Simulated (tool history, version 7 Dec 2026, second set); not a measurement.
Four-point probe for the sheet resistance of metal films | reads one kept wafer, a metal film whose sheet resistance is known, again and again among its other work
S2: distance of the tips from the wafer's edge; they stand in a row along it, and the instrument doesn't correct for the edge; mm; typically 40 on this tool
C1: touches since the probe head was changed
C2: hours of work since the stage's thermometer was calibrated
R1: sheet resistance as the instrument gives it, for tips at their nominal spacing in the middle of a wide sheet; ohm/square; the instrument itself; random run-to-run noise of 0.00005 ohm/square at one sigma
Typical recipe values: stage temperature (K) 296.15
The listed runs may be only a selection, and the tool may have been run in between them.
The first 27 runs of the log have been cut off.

run 28 hour=2057.1 | stage_temperature_(K)=307.15 S2=53 | C1=110153 C2=1748 | R1=0.247031
run 29 hour=2125.1 | stage_temperature_(K)=296.15 S2=12 | C1=112997 C2=1783 | R1=0.249928
run 30 hour=2186.7 | stage_temperature_(K)=296.15 S2=12 | C1=115574 C2=1815 | R1=0.24997
run 31 hour=2279.7 | stage_temperature_(K)=303.15 S2=39 | C1=119461 C2=1864 | R1=0.247873
run 32 hour=2323.6 | stage_temperature_(K)=303.15 S2=39 | C1=121299 C2=1886 | R1=0.247864
run 33 hour=2387.9 | stage_temperature_(K)=307.15 S2=8 | C1=123988 C2=1920 | R1=0.247657
run 34 hour=2445.4 | stage_temperature_(K)=302.15 S2=20 | C1=126390 C2=1950 | R1=0.248069
run 35 hour=2528.9 | stage_temperature_(K)=296.15 S2=56 | C1=129883 C2=1993 | R1=0.24942
run 36 hour=2616 | stage_temperature_(K)=295.15 S2=40 | C1=133523 C2=2038 | R1=0.249614
run 37 hour=2701.5 | stage_temperature_(K)=304.15 S2=71 | C1=137099 C2=2083 | R1=0.247304
run 38 hour=2755.7 | stage_temperature_(K)=295.15 S2=13 | C1=139365 C2=2111 | R1=0.249822
run 39 hour=2831.4 | stage_temperature_(K)=295.15 S2=68 | C1=142531 C2=2150 | R1=0.249529
run 40 hour=2930.2 | stage_temperature_(K)=294.15 S2=40 | C1=146659 C2=2202 | R1=0.249662
run 41 hour=2992.9 | stage_temperature_(K)=299.15 S2=40 | C1=149283 C2=2234 | R1=0.248401
run 42 hour=3043 | stage_temperature_(K)=299.15 S2=40 | C1=151378 C2=2260 | R1=0.248344
run 43 hour=3119.3 | stage_temperature_(K)=299.15 S2=40 | C1=154568 C2=2300 | R1=0.24833

Alternative continuations, all from the tool just after run 43; predict every row:
run A hour=3221.3 | stage_temperature_(K)=296.15 S2=45 | C1=158834 C2=2353 | R1=?
run B hour=3221.3 | stage_temperature_(K)=291.15 S2=17 | C1=158834 C2=2353 | R1=?
run C hour=3221.3 | stage_temperature_(K)=292.15 S2=5 | C1=158834 C2=2353 | R1=?
run D hour=3221.3 | stage_temperature_(K)=293.15 S2=29 | C1=158834 C2=2353 | R1=?
run E hour=3221.3 | stage_temperature_(K)=296.15 S2=6 | C1=158834 C2=2353 | R1=?

run=A R1=0.248973
run=B R1=0.250415
run=C R1=0.252102
run=D R1=0.249829
run=E R1=0.250417
Stripped of hidden state, with their random variation kept, the same runs would have yielded:
run=A R1=0.250102
run=B R1=0.251554
run=C R1=0.253248
run=D R1=0.250964
run=E R1=0.251553
